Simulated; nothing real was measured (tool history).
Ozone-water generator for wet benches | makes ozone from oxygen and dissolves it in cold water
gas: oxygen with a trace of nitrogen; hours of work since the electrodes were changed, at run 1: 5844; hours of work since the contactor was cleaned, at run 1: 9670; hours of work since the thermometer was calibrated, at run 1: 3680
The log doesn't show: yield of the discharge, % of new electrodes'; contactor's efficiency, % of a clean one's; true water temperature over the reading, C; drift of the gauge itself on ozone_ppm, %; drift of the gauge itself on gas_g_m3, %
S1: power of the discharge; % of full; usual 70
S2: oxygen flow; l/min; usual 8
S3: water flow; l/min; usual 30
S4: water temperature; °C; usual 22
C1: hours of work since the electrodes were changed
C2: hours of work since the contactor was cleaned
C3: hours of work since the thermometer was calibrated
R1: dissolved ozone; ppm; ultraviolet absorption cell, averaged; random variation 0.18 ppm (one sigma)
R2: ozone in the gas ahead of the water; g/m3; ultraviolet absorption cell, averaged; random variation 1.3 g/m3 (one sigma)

run	hour	S1	S2	S3	S4	C1	C2	C3	R1	R2
1	0	70	8	30	22	5844	9670	3680	19.8	220.8
2	113.9	70	12.15	30	22	5931	9757	3767	18.4	167.6
3	330.1	70	12.15	30	22	6096	9922	3932	18.1	164.7
4	521.8	70	12.15	30	22	6242	10068	4078	18.4	166.8
5	611.7	70	12.15	30	22	6311	10137	4147	18.2	164.9
# hour 647.4: contactor cleaned
6	720	70	7.26	30	22	6390	55	4226	18.4	229.5
7	825.9	70	8	29	22	6471	136	4307	18.6	215.4
8	1020.1	70	8	30	22	6619	284	4455	17.9	216.5
9	1217.8	70	7.49	30	22	6770	435	4606	18.1	223.9
10	1348.8	69	8	30	22	6870	535	4706	17.9	212.8
11	1456.3	69	8	30	22	6952	617	4788	17.7	209.9
12	1568.8	69	4.78	30	21	7038	703	4874	18.4	294.8
13	1726.4	59	8	29	16	7158	823	4994	17.3	186
# hour 1769.2: contactor cleaned, once more
14	1830.4	59	8	29	16	7235	47	5071	20.5	185.7
15	1948.1	59	5.73	20	14	7324	136	5160	28.9	228.8
16	2091.4	88	8	30	22	7434	246	5270	24.9	254.6
# hour 2214: water thermometer calibrated
17	2223.1	88	8	30	22	7534	346	7	25.2	254
18	2369.8	49	13.74	46	24	7646	458	119	10.1	112.8
19	2506.6	49	13.74	46	24	7750	562	223	10.4	112.3
20	2673.4	49	13.74	46	24	7877	689	351	10.4	113.2
21	2802.6	49	5.66	46	24	7976	788	449	10.9	197

4 ways to go on from here, each from the tool as it stands after run 21. What would each give?
A	2948.9	51	5.66	47	18	8088	900	561	?	?
B	2948.9	49	5.66	39	23	8088	900	561	?	?
C	2948.9	49	5.66	46	22	8088	900	561	?	?
D	2948.9	73	5.66	46	24	8088	900	561	?	?

run	R1	R2
A	11.4	204.7
B	12.9	198.1
C	11.1	198.6
D	14.9	271.9
Without the tool's hidden state the same runs would have given:
run	R1	R2
A	13	229.5
B	14.5	220.8
C	12.5	221.4
D	17.6	319.8

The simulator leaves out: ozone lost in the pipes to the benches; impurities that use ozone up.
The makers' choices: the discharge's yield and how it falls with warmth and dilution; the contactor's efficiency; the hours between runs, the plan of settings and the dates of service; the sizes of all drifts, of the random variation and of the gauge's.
